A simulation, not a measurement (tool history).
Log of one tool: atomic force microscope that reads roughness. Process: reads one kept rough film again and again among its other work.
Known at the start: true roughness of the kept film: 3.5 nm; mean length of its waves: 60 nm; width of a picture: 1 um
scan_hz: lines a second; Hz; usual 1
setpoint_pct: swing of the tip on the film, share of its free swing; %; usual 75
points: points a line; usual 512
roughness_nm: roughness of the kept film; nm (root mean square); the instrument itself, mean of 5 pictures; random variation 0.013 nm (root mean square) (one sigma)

run    hour  scan_hz  setpoint_pct  points  roughness_nm
  1       0        1            75     512         3.015
  2    34.4        1            75     512         2.976
       45.2  -- new tip fitted
  3    67.9        1            75     512         3.045
  4   122.3        1            75     512         3.033
  5   163.2        1            75     512         2.987
      185.2  -- new tip fitted
  6   204.6        1            75     512         3.067
  7   262.1     2.98            75     512         2.656
  8   305.1     0.86            75     512         3.021
      326.7  -- new tip fitted
  9   329.9     0.86            75     512         3.092
 10   376.3     0.86            75     512         3.068
        414  -- height scale calibrated on a step standard
 11   430.9     0.86            75     512         3.115
      468.4  -- new tip fitted
 12   490.6     0.86            75     512         3.179
 13   531.4     0.86            75     512         3.124
 14   558.1        1            75     512         3.078
      609.2  -- new tip fitted
 15   609.2        1            75     512         3.146
 16   633.7        1            75     512         3.113
 17     676        1            75     512          3.08
 18   727.2        1            75     512         3.031
      751.7  -- new tip fitted
 19   786.1        1            75     512         3.116
 20   831.8        1            75     512         3.089
 21     858        1            75     512         3.063
      891.7  -- new tip fitted
 22   891.7        1            75     317         3.106
 23     941        1            65     512         3.227
 24   990.9        1            65     512         3.143
     1034.1  -- new tip fitted
 25  1035.6        1            65     512         3.213
 26  1071.6     1.03            65     459         3.204
 27  1107.3     0.89            62     614         3.221
 28  1161.8     1.78            55     789         3.134
       1176  -- new tip fitted
 29  1187.3     1.78            76     527         2.922
 30  1233.2        1            75     747         3.047
 31  1257.2     3.87            74     262         2.543
 32  1302.7        1            71     466         3.051
     1317.6  -- new tip fitted
 33  1348.1     1.85            75     701         2.917
 34  1387.5      0.8            76     390          3.06
 35  1424.1      0.8            76     390         3.063
 36  1449.3      0.5            87     969         3.027
     1460.3  -- new tip fitted
 37  1500.1     1.26            75     257         2.996
 38    1528     0.68            75     562         3.115
 39  1560.3     0.87            75     339         3.037
 40  1590.8     0.87            75     339         2.998
     1599.4  -- new tip fitted
 41  1615.7     0.53            75     442         3.161
 42  1673.3      0.6            72     512         3.155
 43  1723.9      0.6            72     512         3.111
     1741.4  -- new tip fitted
 44  1773.6      0.6            72     512          3.15
 45  1826.1     2.92            75     267         2.652
 46  1850.9     1.32            75     267         2.894
     1880.9  -- new tip fitted
 47  1889.8      0.9            75     267         3.086
 48  1917.1      3.6            61     529          2.91
 49  1972.4      3.6            61     529         2.895
 50  2002.3      3.6            61     307         2.845

5 ways to go on from here, each from the tool as it stands after run 50. What would each give?
     2017.8  -- height scale calibrated on a step standard
     2021.7  -- new tip fitted
  A  2047.6      3.6            79     551             ?
     2017.8  -- height scale calibrated on a step standard
     2021.7  -- new tip fitted
  B  2047.6     1.91            72     582             ?
     2017.8  -- height scale calibrated on a step standard
     2021.7  -- new tip fitted
  C  2047.6      3.6            64     946             ?
     2017.8  -- height scale calibrated on a step standard
     2021.7  -- new tip fitted
  D  2047.6      3.6            61     407             ?
     2017.8  -- height scale calibrated on a step standard
     2021.7  -- new tip fitted
  E  2047.6     0.54            61     821             ?

run  roughness_nm
  A          2.51
  B         2.985
  C         2.943
  D         3.023
  E         3.328
Without the tool's hidden state the same runs would have given:
run  roughness_nm
  A         2.528
  B         3.006
  C         2.963
  D         3.044
  E         3.351
